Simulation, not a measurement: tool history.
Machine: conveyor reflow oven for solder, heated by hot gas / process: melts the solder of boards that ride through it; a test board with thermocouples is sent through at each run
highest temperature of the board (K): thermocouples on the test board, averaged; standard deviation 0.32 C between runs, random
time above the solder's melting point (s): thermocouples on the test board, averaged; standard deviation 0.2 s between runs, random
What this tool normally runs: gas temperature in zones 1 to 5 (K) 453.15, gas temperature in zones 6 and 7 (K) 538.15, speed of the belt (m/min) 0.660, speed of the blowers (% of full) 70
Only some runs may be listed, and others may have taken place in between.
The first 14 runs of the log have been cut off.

run	hour	gas temperature in zones 1 to 5 (K)	gas temperature in zones 6 and 7 (K)	speed of the belt (m/min)	speed of the blowers (% of full)	highest temperature of the board (K)	time above the solder's melting point (s)
# hour 336.4: belt drive overhauled, speed set with a stopwatch
15	351.8	453.15	546.15	0.660	70	529.35	44.3
16	384.3	453.15	546.15	0.660	70	529.55	44.1
17	405.5	463.15	546.15	0.756	70	526.15	39.7
# hour 431.3: flux residue cleaned out of gas plates and filters
18	438.4	440.15	540.15	0.577	60	525.45	45.7
# hour 461.4: belt drive overhauled, speed set with a stopwatch, once more
19	476.4	465.15	540.15	0.674	60	525.05	44.1
20	511.2	440.15	531.15	0.660	80	517.85	35.3
21	541.6	444.15	540.15	0.709	79	523.15	35.9
22	566.2	444.15	540.15	0.709	79	523.45	36.5
23	600.5	457.15	540.15	0.709	79	526.25	40.5
24	636.5	441.15	539.15	0.709	57	516.55	29.8
25	664.7	441.15	539.15	0.709	74	520.25	33.5

Expected results for the next run?
26	695.8	462.15	538.15	0.581	85	?	?

highest temperature of the board (K): 530.55
time above the solder's melting point (s): 54.8
With no hidden state in the tool, this same run would have given highest temperature of the board (K) 530.25, time above the solder's melting point (s) 54.8.
